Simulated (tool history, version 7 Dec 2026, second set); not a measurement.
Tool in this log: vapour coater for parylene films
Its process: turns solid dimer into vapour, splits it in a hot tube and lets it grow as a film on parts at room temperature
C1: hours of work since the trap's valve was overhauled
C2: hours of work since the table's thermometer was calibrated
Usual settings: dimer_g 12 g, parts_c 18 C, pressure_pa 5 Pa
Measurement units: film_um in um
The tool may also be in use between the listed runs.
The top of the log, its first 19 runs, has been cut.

{"run": 20, "day": 32.067, "dimer_g": 12, "parts_c": 18, "pressure_pa": 5, "C1": 245, "C2": 473, "film_um": 5.85}
{"run": 21, "day": 33.875, "dimer_g": 12, "parts_c": 13, "pressure_pa": 5, "C1": 271, "C2": 499, "film_um": 6.99}
{"day": 34.083, "done": "table's thermometer calibrated"}
{"day": 34.821, "done": "trap's valve overhauled"}
{"run": 22, "day": 35.483, "dimer_g": 12, "parts_c": 13, "pressure_pa": 5, "C1": 10, "C2": 18, "film_um": 8.02}
{"run": 23, "day": 37.912, "dimer_g": 12, "parts_c": 13, "pressure_pa": 5, "C1": 45, "C2": 53, "film_um": 7.73}
{"run": 24, "day": 39.971, "dimer_g": 17, "parts_c": 18, "pressure_pa": 10.17, "C1": 75, "C2": 83, "film_um": 8}
{"run": 25, "day": 42.329, "dimer_g": 17, "parts_c": 18, "pressure_pa": 10.17, "C1": 109, "C2": 118, "film_um": 7.83}
{"day": 43.808, "done": "table's thermometer calibrated, once more"}
{"run": 26, "day": 44.1, "dimer_g": 17, "parts_c": 20, "pressure_pa": 10.17, "C1": 135, "C2": 4, "film_um": 7.49}
{"run": 27, "day": 45.129, "dimer_g": 17, "parts_c": 20, "pressure_pa": 10.17, "C1": 150, "C2": 19, "film_um": 7.48}
{"run": 28, "day": 46.146, "dimer_g": 11, "parts_c": 27, "pressure_pa": 9.71, "C1": 164, "C2": 34, "film_um": 3.66}
{"run": 29, "day": 47.9, "dimer_g": 11, "parts_c": 27, "pressure_pa": 9.71, "C1": 190, "C2": 60, "film_um": 3.64}
{"run": 30, "day": 50.058, "dimer_g": 19, "parts_c": 21, "pressure_pa": 7.59, "C1": 222, "C2": 91, "film_um": 8.03}
{"run": 31, "day": 52.304, "dimer_g": 12, "parts_c": 16, "pressure_pa": 5, "C1": 254, "C2": 124, "film_um": 6.39}
{"run": 32, "day": 54.025, "dimer_g": 5, "parts_c": 20, "pressure_pa": 2.29, "C1": 279, "C2": 149, "film_um": 2.63}
{"day": 54.362, "done": "trap's valve overhauled"}
{"run": 33, "day": 55.638, "dimer_g": 7, "parts_c": 20, "pressure_pa": 3, "C1": 19, "C2": 170, "film_um": 3.92}
{"run": 34, "day": 57.596, "dimer_g": 7, "parts_c": 20, "pressure_pa": 3, "C1": 47, "C2": 199, "film_um": 3.96}
{"run": 35, "day": 59.229, "dimer_g": 7, "parts_c": 20, "pressure_pa": 7.48, "C1": 71, "C2": 222, "film_um": 3.41}
{"run": 36, "day": 60.221, "dimer_g": 7, "parts_c": 20, "pressure_pa": 7.48, "C1": 85, "C2": 237, "film_um": 3.32}
{"run": 37, "day": 61.342, "dimer_g": 7, "parts_c": 20, "pressure_pa": 7.48, "C1": 102, "C2": 253, "film_um": 3.27}
{"run": 38, "day": 63.254, "dimer_g": 11, "parts_c": 18, "pressure_pa": 2.37, "C1": 130, "C2": 281, "film_um": 6.62}
{"run": 39, "day": 64.367, "dimer_g": 11, "parts_c": 18, "pressure_pa": 2.37, "C1": 146, "C2": 297, "film_um": 6.53}
{"run": 40, "day": 65.467, "dimer_g": 10, "parts_c": 30, "pressure_pa": 2.37, "C1": 162, "C2": 313, "film_um": 3.68}
{"run": 41, "day": 67.175, "dimer_g": 10, "parts_c": 30, "pressure_pa": 2.37, "C1": 187, "C2": 338, "film_um": 3.6}
{"run": 42, "day": 68.454, "dimer_g": 7, "parts_c": 30, "pressure_pa": 2.37, "C1": 206, "C2": 357, "film_um": 2.56}
{"run": 43, "day": 70.883, "dimer_g": 10, "parts_c": 18, "pressure_pa": 10.44, "C1": 241, "C2": 392, "film_um": 4.41}
{"run": 44, "day": 72.838, "dimer_g": 12, "parts_c": 13, "pressure_pa": 3.21, "C1": 269, "C2": 421, "film_um": 7.63}

Predict each of these 3 candidate next runs independently; none follows another, all start after run 44:
{"day": 73.825, "done": "trap's valve overhauled"}
{"run": "A", "day": 74.883, "dimer_g": 13, "parts_c": 12, "pressure_pa": 9.78, "C1": 15, "C2": 448, "film_um": "?"}
{"day": 73.825, "done": "trap's valve overhauled"}
{"run": "B", "day": 74.883, "dimer_g": 12, "parts_c": 18, "pressure_pa": 2.44, "C1": 15, "C2": 448, "film_um": "?"}
{"day": 73.825, "done": "trap's valve overhauled"}
{"run": "C", "day": 74.883, "dimer_g": 7, "parts_c": 18, "pressure_pa": 8.31, "C1": 15, "C2": 448, "film_um": "?"}

run=A film_um=8.24
run=B film_um=7.43
run=C film_um=3.65
Had the tool no hidden state, the same runs would have come out as:
run=A film_um=8.44
run=B film_um=7.61
run=C film_um=3.74
